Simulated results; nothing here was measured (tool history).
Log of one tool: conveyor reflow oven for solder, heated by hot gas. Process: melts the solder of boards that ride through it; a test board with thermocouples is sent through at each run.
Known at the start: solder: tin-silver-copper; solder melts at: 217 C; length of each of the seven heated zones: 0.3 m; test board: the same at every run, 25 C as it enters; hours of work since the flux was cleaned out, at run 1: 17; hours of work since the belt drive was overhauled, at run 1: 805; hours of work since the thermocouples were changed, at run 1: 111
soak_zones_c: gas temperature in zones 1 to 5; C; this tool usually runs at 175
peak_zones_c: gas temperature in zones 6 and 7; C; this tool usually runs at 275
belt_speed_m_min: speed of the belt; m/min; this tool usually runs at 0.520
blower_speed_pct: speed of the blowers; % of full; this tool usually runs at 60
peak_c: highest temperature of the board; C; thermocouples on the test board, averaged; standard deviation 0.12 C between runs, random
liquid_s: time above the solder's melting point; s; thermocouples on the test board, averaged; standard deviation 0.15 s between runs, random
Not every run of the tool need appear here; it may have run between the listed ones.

| run | hour | soak_zones_c | peak_zones_c | belt_speed_m_min | blower_speed_pct | hours of work since the flux was cleaned out | hours of work since the belt drive was overhauled | hours of work since the thermocouples were changed | peak_c | liquid_s |
|---|---|---|---|---|---|---|---|---|---|---|
| 1 | 0.0 | 175 | 275 | 0.520 | 60 | 17 | 805 | 111 | 255.0 | 54.1 |
| 2 | 40.6 | 175 | 275 | 0.520 | 80 | 35 | 823 | 129 | 261.0 | 58.5 |
| 3 | 81.0 | 175 | 275 | 0.520 | 80 | 52 | 840 | 146 | 261.0 | 58.5 |
| 4 | 153.4 | 175 | 275 | 0.520 | 80 | 84 | 872 | 178 | 261.1 | 58.0 |
| 5 | 239.3 | 175 | 268 | 0.520 | 60 | 121 | 909 | 215 | 249.1 | 49.7 |
| 6 | 307.1 | 175 | 268 | 0.520 | 60 | 151 | 939 | 245 | 249.2 | 49.9 |
| 7 | 375.5 | 175 | 268 | 0.520 | 60 | 181 | 968 | 275 | 249.3 | 49.5 |
|  | 404.8 | flux residue cleaned out of gas plates and filters |
| 8 | 433.2 | 175 | 275 | 0.520 | 60 | 12 | 991 | 298 | 254.6 | 53.7 |
| 9 | 477.3 | 175 | 268 | 0.520 | 60 | 32 | 1011 | 317 | 248.8 | 49.3 |
| 10 | 553.0 | 175 | 275 | 0.616 | 60 | 65 | 1044 | 350 | 247.1 | 39.1 |
| 11 | 637.1 | 175 | 275 | 0.616 | 60 | 101 | 1080 | 386 | 247.1 | 39.5 |
| 12 | 723.1 | 175 | 272 | 0.616 | 60 | 139 | 1118 | 424 | 244.8 | 37.4 |
| 13 | 781.8 | 173 | 272 | 0.616 | 65 | 164 | 1143 | 450 | 246.3 | 38.3 |
|  | 848.5 | flux residue cleaned out of gas plates and filters |
| 14 | 862.1 | 184 | 283 | 0.550 | 83 | 6 | 1176 | 482 | 269.8 | 62.0 |
|  | 949.7 | flux residue cleaned out of gas plates and filters, once more |
| 15 | 957.3 | 175 | 266 | 0.520 | 64 | 3 | 1215 | 522 | 250.1 | 51.3 |
| 16 | 1002.0 | 162 | 279 | 0.618 | 63 | 23 | 1235 | 541 | 250.8 | 38.8 |
| 17 | 1047.2 | 162 | 279 | 0.618 | 63 | 42 | 1255 | 561 | 250.5 | 38.6 |
| 18 | 1110.5 | 162 | 279 | 0.618 | 63 | 70 | 1282 | 588 | 250.4 | 38.5 |
| 19 | 1184.8 | 165 | 287 | 0.435 | 56 | 102 | 1315 | 621 | 270.3 | 72.3 |
| 20 | 1276.2 | 175 | 285 | 0.539 | 71 | 142 | 1354 | 661 | 267.3 | 59.2 |
| 21 | 1359.8 | 175 | 275 | 0.552 | 71 | 179 | 1391 | 697 | 257.8 | 52.8 |
|  | 1391.9 | flux residue cleaned out of gas plates and filters |
| 22 | 1421.5 | 186 | 275 | 0.612 | 53 | 13 | 1415 | 722 | 249.6 | 44.7 |
| 23 | 1497.7 | 175 | 289 | 0.510 | 71 | 46 | 1449 | 755 | 273.4 | 65.8 |

Consider 5 possible next runs. They are alternatives, not a sequence: every one starts from the tool as it was left by run 23. What does each give?
| A | 1572.7 | 175 | 277 | 0.546 | 71 | 79 | 1481 | 788 | ? | ? |
| B | 1572.7 | 175 | 283 | 0.568 | 71 | 79 | 1481 | 788 | ? | ? |
| C | 1572.7 | 176 | 289 | 0.510 | 71 | 79 | 1481 | 788 | ? | ? |
| D | 1572.7 | 188 | 289 | 0.510 | 71 | 79 | 1481 | 788 | ? | ? |
| E | 1572.7 | 175 | 275 | 0.531 | 60 | 79 | 1481 | 788 | ? | ? |

| run | peak_c | liquid_s |
|---|---|---|
| A | 260.6 | 55.3 |
| B | 264.1 | 54.8 |
| C | 273.8 | 66.2 |
| D | 275.3 | 70.8 |
| E | 256.0 | 53.8 |
With the hidden condition removed and each run's random variation left untouched, the same runs would have given:
| run | peak_c | liquid_s |
|---|---|---|
| A | 258.4 | 52.6 |
| B | 261.9 | 52.2 |
| C | 271.6 | 63.6 |
| D | 273.2 | 68.2 |
| E | 253.7 | 50.8 |
